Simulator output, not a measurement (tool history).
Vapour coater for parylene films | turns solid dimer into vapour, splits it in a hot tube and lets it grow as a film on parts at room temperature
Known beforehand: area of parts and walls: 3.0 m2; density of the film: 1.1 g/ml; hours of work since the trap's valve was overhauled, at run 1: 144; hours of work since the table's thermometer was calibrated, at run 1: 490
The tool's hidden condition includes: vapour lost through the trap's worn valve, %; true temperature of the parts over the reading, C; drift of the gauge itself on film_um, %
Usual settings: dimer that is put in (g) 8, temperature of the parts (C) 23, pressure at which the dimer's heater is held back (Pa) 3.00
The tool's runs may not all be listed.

run	hour	dimer that is put in (g)	temperature of the parts (C)	pressure at which the dimer's heater is held back (Pa)	hours of work since the trap's valve was overhauled	hours of work since the table's thermometer was calibrated	thickness of the film (um)
1	0.0	8	23	3.00	144	490	1.46
2	28.9	8	23	3.00	168	514	1.41
3	45.9	8	23	3.00	182	528	1.39
4	61.5	8	23	3.00	195	542	1.38
5	96.9	8	25	3.00	225	571	1.33
6	124.0	8	25	3.00	247	594	1.32
7	157.7	8	24	3.00	276	622	1.30
# hour 163.3: trap's valve overhauled
8	197.6	8	24	3.00	29	652	1.28
9	231.1	8	24	3.00	56	680	1.26
10	250.4	8	23	3.00	73	696	1.26
11	271.3	8	23	3.00	90	713	1.23
12	303.3	8	23	3.00	117	740	1.23
13	341.5	8	23	11.41	148	772	1.10
# hour 369.2: trap's valve overhauled, once more
14	373.6	8	23	11.41	4	795	1.33
15	395.9	8	25	3.37	22	814	1.41
16	419.7	8	25	3.37	42	833	1.42
17	443.1	9	27	5.91	62	853	1.42
18	464.1	12	29	2.40	79	870	1.89
19	482.0	8	18	3.98	94	885	1.53
20	517.7	12	21	10.74	124	915	2.00
21	548.1	12	21	10.74	149	940	1.96
22	566.1	12	21	10.74	164	955	1.98
23	590.8	12	21	10.74	185	976	1.94
24	622.2	12	21	10.74	211	1002	1.88
25	658.4	8	19	2.40	241	1032	1.47
26	680.2	10	23	8.87	259	1050	1.51
# hour 704.9: trap's valve overhauled
27	710.3	10	22	2.16	5	1072	1.94

Run 28 is up next; what results do you expect?
28	739.0	10	22	2.16	28	1096	?

thickness of the film (um): 1.94
Without the tool's hidden state the same run would have given thickness of the film (um) 2.01.
